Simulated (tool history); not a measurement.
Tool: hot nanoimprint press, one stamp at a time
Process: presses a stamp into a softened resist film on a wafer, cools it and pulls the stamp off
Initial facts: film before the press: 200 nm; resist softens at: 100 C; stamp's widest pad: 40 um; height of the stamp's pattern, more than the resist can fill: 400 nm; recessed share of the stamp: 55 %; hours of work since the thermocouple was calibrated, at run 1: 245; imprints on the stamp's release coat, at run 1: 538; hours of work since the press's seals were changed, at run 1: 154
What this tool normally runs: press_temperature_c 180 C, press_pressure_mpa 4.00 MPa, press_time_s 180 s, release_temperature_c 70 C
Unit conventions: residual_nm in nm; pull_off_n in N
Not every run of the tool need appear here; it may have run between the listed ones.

run,hour,press_temperature_c,press_pressure_mpa,press_time_s,release_temperature_c,hours of work since the thermocouple was calibrated,imprints on the stamp's release coat,hours of work since the press's seals were changed,residual_nm,pull_off_n
1,0.0,180,4.00,180,70,245,538,154,103.2,202
2,35.0,180,2.46,180,70,266,613,175,123.1,207
3,65.1,189,4.00,180,70,285,677,193,82.6,210
# hour 74.7: plate thermocouple calibrated
4,84.3,189,4.00,182,70,6,712,203,82.0,207
5,106.4,180,4.00,180,70,19,759,217,103.0,207
6,131.2,180,4.00,180,70,34,812,232,103.7,200
7,150.9,180,4.00,180,70,46,854,244,103.8,198
8,185.4,180,4.00,180,70,67,928,265,103.7,204
9,210.1,180,4.00,180,70,83,980,280,104.0,203
10,239.5,180,4.00,180,70,100,1043,298,103.8,204
# hour 257.0: stamp cleaned and given a new release coat
11,264.0,180,4.00,180,70,112,15,309,104.0,204
12,299.0,180,4.00,180,70,133,89,330,104.0,202
13,327.2,180,4.00,180,70,150,149,347,104.1,206
14,350.8,180,4.00,180,64,165,200,362,104.4,227
15,388.1,180,4.00,180,64,187,280,385,104.3,227
16,418.1,186,2.55,128,74,206,344,403,119.8,189
17,440.0,186,2.55,128,74,219,390,416,119.7,187
18,456.2,186,2.55,128,74,229,425,426,119.8,191
19,475.6,180,4.00,98,70,241,466,438,128.4,203
20,510.8,180,4.00,98,70,262,542,459,128.3,205
21,549.5,169,2.73,246,70,286,624,483,139.5,200
# hour 554.9: plate thermocouple calibrated
22,586.2,169,2.81,292,70,19,696,504,131.9,203
23,620.2,180,2.46,115,70,40,769,524,141.2,203
24,648.8,180,2.46,115,70,57,830,542,141.3,207
25,687.5,183,5.90,109,73,81,913,565,100.8,189
# hour 695.2: gauge calibrated
26,711.1,181,3.39,283,73,95,963,580,91.0,187
27,743.7,185,2.83,229,70,115,1033,600,95.3,205
# hour 766.1: stamp cleaned and given a new release coat
28,775.3,185,2.83,229,70,131,19,615,96.0,201
# hour 813.4: press's hydraulic seals changed and the load cell set to zero
29,821.0,185,2.83,229,70,154,100,5,95.3,197

Below are 3 alternative next runs, each starting from the tool's condition after run 29. Predict each:
A,843.4,175,4.00,180,70,167,148,18,?,?
B,843.4,180,2.83,180,71,167,148,18,?,?
C,843.4,185,2.57,229,70,167,148,18,?,?

run,residual_nm,pull_off_n
A,117.5,200
B,117.7,199
C,99.2,197
Without the tool's unlogged condition, the same runs would have read:
run,residual_nm,pull_off_n
A,117.1,200
B,117.3,198
C,98.8,197
